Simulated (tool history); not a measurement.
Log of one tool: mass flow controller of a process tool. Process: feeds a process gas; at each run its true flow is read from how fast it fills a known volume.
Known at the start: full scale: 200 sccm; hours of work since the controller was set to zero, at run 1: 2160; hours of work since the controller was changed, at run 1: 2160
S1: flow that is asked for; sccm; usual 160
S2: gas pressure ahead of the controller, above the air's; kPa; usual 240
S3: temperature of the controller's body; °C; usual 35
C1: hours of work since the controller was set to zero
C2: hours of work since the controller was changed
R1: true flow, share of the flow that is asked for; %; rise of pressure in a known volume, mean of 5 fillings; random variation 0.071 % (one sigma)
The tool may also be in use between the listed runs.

run 1 hour=0 | S1=160 S2=240 S3=35 | C1=2160 C2=2160 | R1=100.77
run 2 hour=149.6 | S1=56 S2=240 S3=35 | C1=2275 C2=2275 | R1=99.68
run 3 hour=384.9 | S1=56 S2=240 S3=35 | C1=2455 C2=2455 | R1=99.78
run 4 hour=578.9 | S1=56 S2=240 S3=35 | C1=2603 C2=2603 | R1=99.78
run 5 hour=777.7 | S1=25 S2=240 S3=35 | C1=2755 C2=2755 | R1=99.42
run 6 hour=918.5 | S1=160 S2=240 S3=35 | C1=2862 C2=2862 | R1=100.84
run 7 hour=1199.6 | S1=160 S2=240 S3=35 | C1=3077 C2=3077 | R1=100.75
run 8 hour=1469.2 | S1=160 S2=240 S3=35 | C1=3283 C2=3283 | R1=100.79
run 9 hour=1707.2 | S1=160 S2=240 S3=35 | C1=3465 C2=3465 | R1=100.68
run 10 hour=1981.4 | S1=160 S2=240 S3=35 | C1=3675 C2=3675 | R1=100.83
run 11 hour=2296.6 | S1=160 S2=240 S3=35 | C1=3915 C2=3915 | R1=100.72
run 12 hour=2568.8 | S1=160 S2=240 S3=35 | C1=4123 C2=4123 | R1=100.76
run 13 hour=2724.2 | S1=160 S2=240 S3=33 | C1=4242 C2=4242 | R1=100.5
run 14 hour=2876.3 | S1=160 S2=240 S3=35 | C1=4358 C2=4358 | R1=100.88
run 15 hour=3059 | S1=160 S2=240 S3=35 | C1=4498 C2=4498 | R1=100.83
run 16 hour=3404.6 | S1=182 S2=240 S3=35 | C1=4762 C2=4762 | R1=101.02
run 17 hour=3547 | S1=182 S2=240 S3=35 | C1=4871 C2=4871 | R1=101.06
run 18 hour=3788.6 | S1=160 S2=168 S3=35 | C1=5055 C2=5055 | R1=100.42
run 19 hour=3979 | S1=160 S2=173 S3=35 | C1=5201 C2=5201 | R1=100.53
run 20 hour=4303.6 | S1=32 S2=240 S3=35 | C1=5449 C2=5449 | R1=99.49
run 21 hour=4467.9 | S1=32 S2=240 S3=35 | C1=5574 C2=5574 | R1=99.51
run 22 hour=4741 | S1=104 S2=201 S3=27 | C1=5783 C2=5783 | R1=99.18
run 23 hour=4919.9 | S1=62 S2=168 S3=35 | C1=5920 C2=5920 | R1=99.39
run 24 hour=5250.2 | S1=120 S2=239 S3=34 | C1=6172 C2=6172 | R1=100.31
run 25 hour=5397.5 | S1=120 S2=252 S3=34 | C1=6285 C2=6285 | R1=100.37
run 26 hour=5639.3 | S1=120 S2=252 S3=34 | C1=6469 C2=6469 | R1=100.34
run 27 hour=5978.7 | S1=57 S2=256 S3=33 | C1=6729 C2=6729 | R1=99.56
run 28 hour=6181 | S1=56 S2=256 S3=33 | C1=6883 C2=6883 | R1=99.58
run 29 hour=6398.3 | S1=56 S2=256 S3=33 | C1=7049 C2=7049 | R1=99.7
-- hour=6511.5 controller exchanged for a calibrated one
run 30 hour=6577.3 | S1=58 S2=202 S3=21 | C1=50 C2=50 | R1=98.16
run 31 hour=6894.4 | S1=37 S2=228 S3=23 | C1=293 C2=293 | R1=98.3
run 32 hour=7130.7 | S1=25 S2=228 S3=23 | C1=473 C2=473 | R1=98.19
run 33 hour=7391.1 | S1=44 S2=174 S3=23 | C1=672 C2=672 | R1=98.07
run 34 hour=7615.6 | S1=24 S2=240 S3=25 | C1=844 C2=844 | R1=98.41
run 35 hour=7876.7 | S1=23 S2=222 S3=22 | C1=1043 C2=1043 | R1=97.87
run 36 hour=8136.4 | S1=83 S2=211 S3=37 | C1=1242 C2=1242 | R1=100.02
run 37 hour=8311.1 | S1=81 S2=185 S3=35 | C1=1375 C2=1375 | R1=99.51
run 38 hour=8583.3 | S1=81 S2=185 S3=35 | C1=1583 C2=1583 | R1=99.57
run 39 hour=8866.7 | S1=173 S2=142 S3=35 | C1=1800 C2=1800 | R1=100.33
run 40 hour=9123.3 | S1=160 S2=211 S3=35 | C1=1996 C2=1996 | R1=100.71
run 41 hour=9385.9 | S1=160 S2=211 S3=35 | C1=2196 C2=2196 | R1=100.53

Forecast each of these 5 alternatives for the next run:
run A hour=9601.6 | S1=160 S2=245 S3=33 | C1=2361 C2=2361 | R1=?
run B hour=9601.6 | S1=28 S2=245 S3=24 | C1=2361 C2=2361 | R1=?
run C hour=9601.6 | S1=24 S2=194 S3=35 | C1=2361 C2=2361 | R1=?
run D hour=9601.6 | S1=160 S2=211 S3=36 | C1=2361 C2=2361 | R1=?
run E hour=9601.6 | S1=160 S2=211 S3=33 | C1=2361 C2=2361 | R1=?

run=A R1=100.69
run=B R1=98.33
run=C R1=99.19
run=D R1=100.77
run=E R1=100.44
Without the tool's hidden state the same runs would have given:
run=A R1=100.69
run=B R1=98.33
run=C R1=99.19
run=D R1=100.78
run=E R1=100.45
